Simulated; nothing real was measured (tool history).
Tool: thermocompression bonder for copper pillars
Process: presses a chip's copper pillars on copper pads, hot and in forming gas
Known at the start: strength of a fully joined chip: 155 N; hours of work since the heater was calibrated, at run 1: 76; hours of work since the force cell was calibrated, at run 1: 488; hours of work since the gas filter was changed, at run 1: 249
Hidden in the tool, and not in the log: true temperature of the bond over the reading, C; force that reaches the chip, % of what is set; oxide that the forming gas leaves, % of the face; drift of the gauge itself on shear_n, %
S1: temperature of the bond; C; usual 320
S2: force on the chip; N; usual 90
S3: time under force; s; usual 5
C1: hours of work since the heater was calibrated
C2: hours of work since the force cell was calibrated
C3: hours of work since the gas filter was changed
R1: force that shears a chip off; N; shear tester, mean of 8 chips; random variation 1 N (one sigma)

run   hour   S1   S2  S3   C1   C2   C3     R1
  1    0.0  320   90   5   76  488  249   79.2
  2   10.6  320   90   5   80  493  253   79.3
  3   15.6  320   90   5   82  495  255   78.6
  4   25.5  320   90   5   86  499  259   79.4
  5   31.8  320   90   5   89  502  262   78.7
  6   36.5  320   90  10   91  503  264   95.8
  7   46.9  320   90   5   95  508  268   78.4
  8   53.6  320   90   5   98  511  271   78.0
  9   64.1  320   90   5  102  515  275   78.6
      67.7  -- forming gas filter changed
 10   69.0  320   69   5  104  517    1   67.0
 11   75.8  320   76   5  107  520    3   72.2
 12   81.1  320   76   5  109  522    6   71.1
 13   89.6  320   76   5  113  525    9   71.9
 14   95.4  320   78   5  115  528   12   74.5
 15  105.3  320   78   5  119  532   16   74.1
 16  114.5  320   78   5  123  536   19   74.4
 17  119.9  320   78   3  125  538   22   61.1
 18  129.0  320   76  13  129  542   25   99.3
 19  136.5  294  100   5  132  545   29   70.6
 20  142.4  318  135  12  135  547   31  130.9
 21  149.8  330  135   6  138  550   34  121.5
 22  158.4  320   90   6  141  554   38   87.9
 23  162.8  320   90  10  143  556   40  104.1
 24  173.6  307   59   8  148  560   44   60.2
 25  184.0  307   59   8  152  565   48   59.2
 26  190.9  307   59   8  155  567   51   62.1
 27  197.2  331   59   3  157  570   54   51.4
 28  204.4  331   59   3  160  573   57   51.4
 29  209.8  348   59   5  163  575   59   72.6
 30  218.0  348   59   5  166  579   62   74.1

Hidden state or all else? Some run-to-run changes of R1, split into what the settings, what came in and random variation would give without the hidden state, and what is left for the hidden state (with any gauge scatter that isn't in both results):
Run 5 -> 6: S3 5 -> 10. R1 +17.1 N: hidden state -0.9, all else +18.0.
Run 9 -> 10: S2 90 -> 69, forming gas filter changed. R1 -11.6 N: hidden state +4.7, all else -16.3.
Run 17 -> 18: S2 78 -> 76, S3 3 -> 13. R1 +38.2 N: hidden state -0.9, all else +39.1.
Run 19 -> 20: S1 294 -> 318, S2 100 -> 135, S3 5 -> 12. R1 +60.3 N: hidden state +0.1, all else +60.2.
Run 23 -> 24: S1 320 -> 307, S2 90 -> 59, S3 10 -> 8. R1 -43.9 N: hidden state +0.8, all else -44.7.

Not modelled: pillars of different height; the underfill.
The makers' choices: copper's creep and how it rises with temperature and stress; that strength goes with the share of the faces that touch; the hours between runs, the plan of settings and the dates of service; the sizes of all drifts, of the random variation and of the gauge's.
